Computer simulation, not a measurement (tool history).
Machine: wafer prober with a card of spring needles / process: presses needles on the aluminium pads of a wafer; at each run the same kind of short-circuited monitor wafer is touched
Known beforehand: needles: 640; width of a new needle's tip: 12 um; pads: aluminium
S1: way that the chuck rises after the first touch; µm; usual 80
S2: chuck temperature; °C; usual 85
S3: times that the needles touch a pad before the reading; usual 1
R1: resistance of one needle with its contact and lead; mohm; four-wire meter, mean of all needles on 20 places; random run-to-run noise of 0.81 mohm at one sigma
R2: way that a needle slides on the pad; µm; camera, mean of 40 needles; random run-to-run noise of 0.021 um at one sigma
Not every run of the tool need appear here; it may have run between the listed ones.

| run | day | S1 | S2 | S3 | R1 | R2 |
|---|---|---|---|---|---|---|
| 1 | 0.000 | 80 | 85 | 1 | 254.7 | 16.47 |
|  | 0.542 | tips cleaned on abrasive film |
| 2 | 0.838 | 80 | 85 | 1 | 254.0 | 16.44 |
| 3 | 1.275 | 80 | 85 | 1 | 255.0 | 16.43 |
|  | 1.354 | tips cleaned on abrasive film |
| 4 | 1.975 | 80 | 85 | 1 | 256.7 | 16.42 |
|  | 2.162 | tips cleaned on abrasive film |
| 5 | 2.517 | 80 | 61 | 1 | 249.2 | 16.46 |
|  | 2.908 | tips cleaned on abrasive film |
| 6 | 3.138 | 84 | 61 | 1 | 249.5 | 17.22 |
|  | 3.683 | tips cleaned on abrasive film |
| 7 | 3.938 | 80 | 85 | 1 | 255.8 | 16.45 |
| 8 | 4.338 | 80 | 85 | 1 | 255.0 | 16.42 |
|  | 4.454 | tips cleaned on abrasive film |
| 9 | 5.175 | 75 | 85 | 1 | 255.0 | 15.42 |
|  | 5.258 | tips cleaned on abrasive film |
|  | 6.038 | tips cleaned on abrasive film |
| 10 | 6.038 | 75 | 85 | 1 | 255.4 | 15.41 |
| 11 | 6.500 | 75 | 85 | 1 | 255.8 | 15.39 |
|  | 6.821 | tips cleaned on abrasive film |
| 12 | 7.083 | 75 | 85 | 1 | 256.7 | 15.44 |
|  | 7.567 | tips cleaned on abrasive film |
| 13 | 7.567 | 75 | 85 | 1 | 256.4 | 15.39 |
| 14 | 7.954 | 75 | 85 | 1 | 256.5 | 15.41 |
|  | 8.375 | tips cleaned on abrasive film |
| 15 | 8.471 | 67 | 85 | 1 | 258.1 | 13.80 |
|  | 9.146 | tips cleaned on abrasive film |
|  | 9.158 | height of the first contact set anew |
| 16 | 9.346 | 67 | 85 | 1 | 256.0 | 13.73 |
|  | 9.933 | tips cleaned on abrasive film |
| 17 | 10.129 | 80 | 25 | 1 | 238.9 | 16.40 |
| 18 | 10.529 | 80 | 25 | 1 | 238.9 | 16.46 |
|  | 10.679 | tips cleaned on abrasive film |
| 19 | 11.162 | 66 | 49 | 1 | 245.3 | 13.59 |
|  | 11.475 | tips cleaned on abrasive film |
| 20 | 11.638 | 80 | 34 | 2 | 241.5 | 16.40 |
| 21 | 12.154 | 80 | 34 | 2 | 240.7 | 16.48 |
|  | 12.221 | tips cleaned on abrasive film |
|  | 12.975 | tips cleaned on abrasive film |
| 22 | 13.000 | 80 | 34 | 2 | 241.9 | 16.41 |
|  | 13.746 | tips cleaned on abrasive film |
| 23 | 13.746 | 80 | 35 | 1 | 241.3 | 16.47 |
| 24 | 14.308 | 77 | 47 | 3 | 244.9 | 15.83 |
|  | 14.517 | tips cleaned on abrasive film |
| 25 | 14.821 | 96 | 52 | 2 | 246.8 | 19.72 |
|  | 15.333 | tips cleaned on abrasive film |
| 26 | 15.438 | 96 | 52 | 2 | 246.6 | 19.71 |
|  | 16.104 | tips cleaned on abrasive film |
| 27 | 16.192 | 96 | 52 | 2 | 244.9 | 19.70 |
|  | 16.896 | tips cleaned on abrasive film |
| 28 | 17.054 | 96 | 52 | 2 | 246.2 | 19.70 |
| 29 | 17.629 | 71 | 85 | 1 | 256.3 | 14.57 |
|  | 17.675 | tips cleaned on abrasive film |
| 30 | 18.354 | 71 | 85 | 1 | 255.4 | 14.59 |
|  | 18.421 | tips cleaned on abrasive film |
| 31 | 18.750 | 66 | 50 | 2 | 245.5 | 13.54 |
|  | 19.188 | tips cleaned on abrasive film |
| 32 | 19.633 | 82 | 50 | 2 | 246.1 | 16.88 |
|  | 19.967 | tips cleaned on abrasive film |
| 33 | 20.321 | 80 | 85 | 2 | 254.9 | 16.47 |

Each row is a separate what-if for the run after 33, all from the same tool condition, not one after another. Results?
|  | 20.733 | tips cleaned on abrasive film |
| A | 21.146 | 68 | 85 | 1 | ? | ? |
|  | 20.733 | tips cleaned on abrasive film |
| B | 21.146 | 94 | 28 | 1 | ? | ? |
|  | 20.733 | tips cleaned on abrasive film |
| C | 21.146 | 60 | 75 | 2 | ? | ? |
|  | 20.733 | tips cleaned on abrasive film |
| D | 21.146 | 99 | 66 | 1 | ? | ? |

| run | R1 | R2 |
|---|---|---|
| A | 255.9 | 13.98 |
| B | 240.0 | 19.32 |
| C | 252.9 | 12.31 |
| D | 251.0 | 20.36 |
The same runs, with their run-to-run variation unchanged, on a tool lacking any hidden condition would have given:
| run | R1 | R2 |
|---|---|---|
| A | 255.8 | 13.99 |
| B | 239.9 | 19.32 |
| C | 252.8 | 12.32 |
| D | 250.9 | 20.37 |
